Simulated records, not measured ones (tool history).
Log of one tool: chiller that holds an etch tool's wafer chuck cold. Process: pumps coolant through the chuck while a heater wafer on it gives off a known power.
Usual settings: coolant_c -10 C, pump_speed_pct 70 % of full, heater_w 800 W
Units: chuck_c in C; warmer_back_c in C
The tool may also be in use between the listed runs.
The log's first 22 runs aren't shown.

run 23 day=26.183 | coolant_c=-5 pump_speed_pct=90 heater_w=444 | chuck_c=-1.3 warmer_back_c=1.48
run 24 day=26.979 | coolant_c=-5 pump_speed_pct=90 heater_w=444 | chuck_c=-1.4 warmer_back_c=1.52
run 25 day=27.683 | coolant_c=-10 pump_speed_pct=70 heater_w=767 | chuck_c=-2.4 warmer_back_c=3.30
run 26 day=28.417 | coolant_c=-18 pump_speed_pct=97 heater_w=800 | chuck_c=-11.9 warmer_back_c=2.54
run 27 day=29.525 | coolant_c=-18 pump_speed_pct=97 heater_w=800 | chuck_c=-11.7 warmer_back_c=2.46
run 28 day=30.271 | coolant_c=-8 pump_speed_pct=95 heater_w=800 | chuck_c=-1.8 warmer_back_c=2.58
run 29 day=31.596 | coolant_c=-5 pump_speed_pct=70 heater_w=603 | chuck_c=0.8 warmer_back_c=2.62
run 30 day=33.083 | coolant_c=-5 pump_speed_pct=70 heater_w=603 | chuck_c=1.2 warmer_back_c=2.67
run 31 day=34.658 | coolant_c=-20 pump_speed_pct=71 heater_w=767 | chuck_c=-12.3 warmer_back_c=3.33
run 32 day=35.425 | coolant_c=-14 pump_speed_pct=73 heater_w=702 | chuck_c=-7.1 warmer_back_c=2.94
run 33 day=36.667 | coolant_c=-14 pump_speed_pct=73 heater_w=698 | chuck_c=-7.2 warmer_back_c=2.98

Forecast each of these 3 alternatives for the next run:
run A day=38.129 | coolant_c=-2 pump_speed_pct=82 heater_w=698 | chuck_c=? warmer_back_c=?
run B day=38.129 | coolant_c=-10 pump_speed_pct=70 heater_w=800 | chuck_c=? warmer_back_c=?
run C day=38.129 | coolant_c=-10 pump_speed_pct=86 heater_w=913 | chuck_c=? warmer_back_c=?

run=A chuck_c=4.0 warmer_back_c=2.59
run=B chuck_c=-2.0 warmer_back_c=3.49
run=C chuck_c=-2.0 warmer_back_c=3.24
Without the tool's hidden state the same runs would have given:
run=A chuck_c=3.3 warmer_back_c=2.50
run=B chuck_c=-2.8 warmer_back_c=3.37
run=C chuck_c=-2.9 warmer_back_c=3.12

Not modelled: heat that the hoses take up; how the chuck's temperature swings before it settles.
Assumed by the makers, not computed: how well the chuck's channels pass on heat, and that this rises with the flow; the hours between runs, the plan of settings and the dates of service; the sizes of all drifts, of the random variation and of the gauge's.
